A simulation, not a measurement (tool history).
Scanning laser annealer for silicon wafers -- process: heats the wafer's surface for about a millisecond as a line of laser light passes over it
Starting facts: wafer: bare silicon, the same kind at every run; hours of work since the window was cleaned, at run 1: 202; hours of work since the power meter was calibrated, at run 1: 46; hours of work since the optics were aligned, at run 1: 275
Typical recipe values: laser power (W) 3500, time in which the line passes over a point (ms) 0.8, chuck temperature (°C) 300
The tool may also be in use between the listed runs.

run   hour  laser power (W)  time in which the line passes over a point (ms)  chuck temperature (°C)  hours of work since the window was cleaned  hours of work since the power meter was calibrated  hours of work since the optics were aligned  highest temperature of the surface (°C)
  1      0             3500                                              0.8                     300                                         202                                                  46                                          275                                     1141
  2    4.4             3500                                              0.8                     300                                         204                                                  48                                          277                                     1138
  3    8.8             3500                                              0.8                     300                                         207                                                  50                                          279                                     1145
  4   14.5             3500                                              0.8                     327                                         209                                                  53                                          282                                     1171
  5   20.3             3500                                              0.8                     327                                         212                                                  56                                          285                                     1167
  6   27.5             3500                                              0.8                     300                                         216                                                  59                                          288                                     1141
  7   32.9             3500                                              0.8                     300                                         218                                                  62                                          291                                     1141
  8   41.6             3500                                              0.8                     300                                         223                                                  66                                          295                                     1143
  9   48.6             3500                                              0.8                     300                                         226                                                  70                                          298                                     1143
 10   57.6             3500                                              0.8                     300                                         230                                                  74                                          303                                     1146
 11   61.9             3500                                            0.743                     300                                         232                                                  76                                          305                                     1108
 12     69             3500                                              0.8                     300                                         236                                                  80                                          308                                     1145
 13   78.5             3500                                              0.8                     300                                         241                                                  84                                          313                                     1145
 14   83.2             3500                                              0.8                     300                                         243                                                  87                                          315                                     1145
 15   88.7             3500                                            0.582                     300                                         245                                                  89                                          318                                     1001
 16   97.6             3500                                            0.582                     300                                         250                                                  94                                          322                                     1006
 17  106.5             3500                                            0.582                     300                                         254                                                  98                                          327                                     1006
 18    115             3500                                            0.582                     300                                         258                                                 102                                          331                                     1000
 19  123.9             3500                                            0.582                     300                                         263                                                 106                                          335                                     1002
 20  130.8             3519                                              0.8                     300                                         266                                                 110                                          338                                     1145
 21  136.5             3500                                             0.77                     300                                         269                                                 113                                          341                                     1122
 22    146             3381                                            0.578                     318                                         273                                                 117                                          346                                      988
 23  154.1             3381                                            0.578                     318                                         277                                                 121                                          350                                      989
 24  161.8             3381                                            0.578                     330                                         281                                                 125                                          354                                     1000
 25  167.3             3381                                            0.578                     330                                         284                                                 128                                          356                                      998
 26  176.7             3500                                              0.8                     269                                         288                                                 132                                          361                                     1113
 27  185.5             3219                                            0.673                     269                                         293                                                 136                                          365                                      954
 28  189.7             3500                                            0.662                     323                                         295                                                 138                                          367                                     1076
 29  194.5             3720                                            0.851                     313                                         297                                                 141                                          369                                     1252
 30    201             3355                                            0.792                     339                                         300                                                 144                                          373                                     1132
 31  206.1             3657                                            0.825                     316                                         303                                                 146                                          375                                     1221
 32  210.5             3425                                              0.8                     300                                         305                                                 149                                          377                                     1119
 33  215.9             3331                                            0.738                     323                                         307                                                 151                                          380                                     1080
 34  223.3             3331                                            0.738                     323                                         311                                                 155                                          383                                     1077
 35    228             3331                                            0.738                     323                                         313                                                 157                                          386                                     1076
 36  234.6             3554                                            0.955                     331                                         316                                                 160                                          389                                     1282
 37  242.6             3740                                            0.681                     305                                         320                                                 164                                          393                                     1142
 38  252.2             3740                                            0.681                     305                                         325                                                 169                                          397                                     1143
 39  259.8             3740                                            0.936                     278                                         329                                                 173                                          401                                     1283
 40  267.5             3740                                             0.57                     278                                         333                                                 176                                          405                                     1035

Here are 3 independent what-if runs from the current tool condition. What would each one return?
  A   274             3553                                            0.923                     287                                         336                                                 179                                          408                                        ?
  B   274             3500                                              0.8                     288                                         336                                                 179                                          408                                        ?
  C   274             3340                                            0.672                     335                                         336                                                 179                                          408                                        ?

run  highest temperature of the surface (°C)
  A                                     1217
  B                                     1127
  C                                     1054
Without the tool's unlogged condition, the same runs would have read:
run  highest temperature of the surface (°C)
  A                                     1219
  B                                     1129
  C                                     1055
